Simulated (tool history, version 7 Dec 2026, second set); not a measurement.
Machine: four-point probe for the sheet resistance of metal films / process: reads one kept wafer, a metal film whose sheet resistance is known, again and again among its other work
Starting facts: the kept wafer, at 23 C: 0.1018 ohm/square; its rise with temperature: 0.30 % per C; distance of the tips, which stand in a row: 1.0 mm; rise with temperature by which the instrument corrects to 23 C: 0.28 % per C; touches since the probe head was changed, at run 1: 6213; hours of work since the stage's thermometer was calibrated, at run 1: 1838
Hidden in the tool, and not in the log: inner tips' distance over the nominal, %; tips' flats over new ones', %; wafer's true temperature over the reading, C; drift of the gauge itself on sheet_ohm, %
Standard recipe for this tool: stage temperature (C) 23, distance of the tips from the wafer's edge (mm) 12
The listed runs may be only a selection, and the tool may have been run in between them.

run	hour	stage temperature (C)	distance of the tips from the wafer's edge (mm)	touches since the probe head was changed	hours of work since the stage's thermometer was calibrated	sheet resistance as the instrument gives it (ohm/square)
1	0.0	23	12	6213	1838	0.102375
2	98.5	23	12	9651	1914	0.102433
3	208.5	22	12	13491	1999	0.102558
# hour 226.0: stage's thermometer calibrated
4	278.8	22	12	15926	41	0.102354
5	362.2	22	12	18836	105	0.102435
6	491.5	22	12	23350	205	0.102553
7	606.6	22	44	27368	294	0.102297
8	666.0	22	44	29439	339	0.102315
9	751.0	23	68	32405	405	0.102438
10	827.5	23	68	35076	464	0.102470
11	949.3	24	8	39328	558	0.103442

Each row is a separate what-if for the run after 11, all from the same tool condition, not one after another. Results?
A	1036.0	24	8	42353	625	?
B	1036.0	19	39	42353	625	?
C	1036.0	23	22	42353	625	?
D	1036.0	24	12	42353	625	?

run	sheet resistance as the instrument gives it (ohm/square)
A	0.103493
B	0.102602
C	0.102745
D	0.103014
Stripped of hidden state, with their random variation kept, the same runs would have yielded:
run	sheet resistance as the instrument gives it (ohm/square)
A	0.102656
B	0.101770
C	0.101913
D	0.102181

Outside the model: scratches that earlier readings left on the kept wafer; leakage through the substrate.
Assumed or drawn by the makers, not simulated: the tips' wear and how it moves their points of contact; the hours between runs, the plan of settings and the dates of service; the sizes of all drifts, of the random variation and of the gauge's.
